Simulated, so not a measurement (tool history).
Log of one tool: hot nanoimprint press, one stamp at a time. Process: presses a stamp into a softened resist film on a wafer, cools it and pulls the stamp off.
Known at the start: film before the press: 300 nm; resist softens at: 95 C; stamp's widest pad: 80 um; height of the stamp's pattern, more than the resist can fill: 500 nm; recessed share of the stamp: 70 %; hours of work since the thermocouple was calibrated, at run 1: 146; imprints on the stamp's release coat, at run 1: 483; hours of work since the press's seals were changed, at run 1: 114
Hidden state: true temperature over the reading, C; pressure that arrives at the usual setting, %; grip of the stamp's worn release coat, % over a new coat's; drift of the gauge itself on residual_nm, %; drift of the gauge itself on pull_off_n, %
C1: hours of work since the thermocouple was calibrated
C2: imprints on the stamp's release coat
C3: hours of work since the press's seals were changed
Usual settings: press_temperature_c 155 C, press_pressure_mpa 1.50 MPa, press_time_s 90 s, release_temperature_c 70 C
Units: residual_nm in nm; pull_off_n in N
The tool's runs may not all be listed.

run 1 hour=0.0 | press_temperature_c=155 press_pressure_mpa=1.50 press_time_s=90 release_temperature_c=70 | C1=146 C2=483 C3=114 | residual_nm=146.0 pull_off_n=225
run 2 hour=48.7 | press_temperature_c=155 press_pressure_mpa=1.50 press_time_s=90 release_temperature_c=70 | C1=170 C2=609 C3=137 | residual_nm=147.5 pull_off_n=231
run 3 hour=81.0 | press_temperature_c=155 press_pressure_mpa=1.50 press_time_s=90 release_temperature_c=63 | C1=185 C2=692 C3=152 | residual_nm=146.2 pull_off_n=252
run 4 hour=110.6 | press_temperature_c=155 press_pressure_mpa=1.50 press_time_s=90 release_temperature_c=63 | C1=199 C2=769 C3=166 | residual_nm=146.6 pull_off_n=263
run 5 hour=148.4 | press_temperature_c=155 press_pressure_mpa=1.50 press_time_s=90 release_temperature_c=63 | C1=217 C2=866 C3=184 | residual_nm=147.8 pull_off_n=266
run 6 hour=174.4 | press_temperature_c=155 press_pressure_mpa=1.50 press_time_s=90 release_temperature_c=63 | C1=229 C2=933 C3=197 | residual_nm=147.4 pull_off_n=269
-- hour=214.0 stamp cleaned and given a new release coat
run 7 hour=226.6 | press_temperature_c=155 press_pressure_mpa=1.50 press_time_s=90 release_temperature_c=63 | C1=251 C2=32 C3=219 | residual_nm=147.1 pull_off_n=239
run 8 hour=256.9 | press_temperature_c=152 press_pressure_mpa=1.50 press_time_s=90 release_temperature_c=70 | C1=266 C2=111 C3=233 | residual_nm=161.4 pull_off_n=206
run 9 hour=303.9 | press_temperature_c=152 press_pressure_mpa=1.50 press_time_s=90 release_temperature_c=70 | C1=288 C2=232 C3=255 | residual_nm=161.9 pull_off_n=213
run 10 hour=334.6 | press_temperature_c=152 press_pressure_mpa=1.50 press_time_s=90 release_temperature_c=70 | C1=303 C2=311 C3=270 | residual_nm=162.5 pull_off_n=222
-- hour=345.3 plate thermocouple calibrated
run 11 hour=377.7 | press_temperature_c=155 press_pressure_mpa=1.50 press_time_s=90 release_temperature_c=70 | C1=15 C2=414 C3=289 | residual_nm=144.8 pull_off_n=221
run 12 hour=421.5 | press_temperature_c=155 press_pressure_mpa=1.50 press_time_s=90 release_temperature_c=58 | C1=36 C2=527 C3=310 | residual_nm=146.5 pull_off_n=277
run 13 hour=446.2 | press_temperature_c=155 press_pressure_mpa=1.54 press_time_s=90 release_temperature_c=58 | C1=48 C2=591 C3=322 | residual_nm=143.5 pull_off_n=275
run 14 hour=492.5 | press_temperature_c=155 press_pressure_mpa=1.54 press_time_s=90 release_temperature_c=58 | C1=70 C2=711 C3=344 | residual_nm=145.0 pull_off_n=280
run 15 hour=542.7 | press_temperature_c=155 press_pressure_mpa=1.54 press_time_s=90 release_temperature_c=58 | C1=94 C2=840 C3=367 | residual_nm=145.0 pull_off_n=287
run 16 hour=578.3 | press_temperature_c=152 press_pressure_mpa=1.54 press_time_s=47 release_temperature_c=58 | C1=111 C2=932 C3=384 | residual_nm=189.6 pull_off_n=279
-- hour=617.5 stamp cleaned and given a new release coat
run 17 hour=634.3 | press_temperature_c=145 press_pressure_mpa=2.07 press_time_s=163 release_temperature_c=69 | C1=134 C2=43 C3=408 | residual_nm=140.1 pull_off_n=209
run 18 hour=673.8 | press_temperature_c=155 press_pressure_mpa=1.36 press_time_s=88 release_temperature_c=70 | C1=153 C2=145 C3=427 | residual_nm=156.4 pull_off_n=208
run 19 hour=710.1 | press_temperature_c=149 press_pressure_mpa=1.50 press_time_s=90 release_temperature_c=70 | C1=170 C2=238 C3=444 | residual_nm=175.7 pull_off_n=209
run 20 hour=740.9 | press_temperature_c=152 press_pressure_mpa=1.50 press_time_s=90 release_temperature_c=70 | C1=185 C2=318 C3=459 | residual_nm=161.5 pull_off_n=220
run 21 hour=788.9 | press_temperature_c=157 press_pressure_mpa=1.50 press_time_s=47 release_temperature_c=67 | C1=208 C2=442 C3=482 | residual_nm=172.7 pull_off_n=235
run 22 hour=841.2 | press_temperature_c=155 press_pressure_mpa=1.50 press_time_s=90 release_temperature_c=59 | C1=233 C2=577 C3=506 | residual_nm=150.0 pull_off_n=268
run 23 hour=888.0 | press_temperature_c=155 press_pressure_mpa=1.50 press_time_s=90 release_temperature_c=59 | C1=255 C2=697 C3=529 | residual_nm=150.1 pull_off_n=270
run 24 hour=919.0 | press_temperature_c=155 press_pressure_mpa=1.99 press_time_s=90 release_temperature_c=70 | C1=270 C2=777 C3=543 | residual_nm=128.1 pull_off_n=232
run 25 hour=956.9 | press_temperature_c=155 press_pressure_mpa=0.92 press_time_s=90 release_temperature_c=61 | C1=288 C2=875 C3=561 | residual_nm=188.9 pull_off_n=279
-- hour=1002.3 plate thermocouple calibrated
run 26 hour=1013.7 | press_temperature_c=157 press_pressure_mpa=1.50 press_time_s=83 release_temperature_c=74 | C1=5 C2=1014 C3=587 | residual_nm=145.1 pull_off_n=220
-- hour=1024.7 stamp cleaned and given a new release coat
run 27 hour=1068.1 | press_temperature_c=155 press_pressure_mpa=1.50 press_time_s=90 release_temperature_c=71 | C1=28 C2=111 C3=610 | residual_nm=149.2 pull_off_n=208
run 28 hour=1111.7 | press_temperature_c=155 press_pressure_mpa=2.02 press_time_s=64 release_temperature_c=70 | C1=49 C2=224 C3=631 | residual_nm=143.5 pull_off_n=213
run 29 hour=1140.9 | press_temperature_c=155 press_pressure_mpa=2.02 press_time_s=61 release_temperature_c=70 | C1=63 C2=299 C3=644 | residual_nm=147.9 pull_off_n=217

Hidden state or all else? Some run-to-run changes of residual_nm, split into what the settings, what came in and random variation would give without the hidden state, and what is left for the hidden state (with any gauge scatter that isn't in both results):
Run 10 -> 11: press_temperature_c 152 -> 155, plate thermocouple calibrated. residual_nm -17.7 nm: hidden state -3.1, all else -14.6.
Run 16 -> 17: press_temperature_c 152 -> 145, press_pressure_mpa 1.54 -> 2.07, press_time_s 47 -> 163, release_temperature_c 58 -> 69, stamp cleaned and given a new release coat. residual_nm -49.5 nm: hidden state +1.0, all else -50.5.
Run 24 -> 25: press_pressure_mpa 1.99 -> 0.92, release_temperature_c 70 -> 61. residual_nm +60.8 nm: hidden state -1.1, all else +61.9.
Run 27 -> 28: press_pressure_mpa 1.50 -> 2.02, press_time_s 90 -> 64, release_temperature_c 71 -> 70. residual_nm -5.7 nm: hidden state +1.3, all else -7.0.
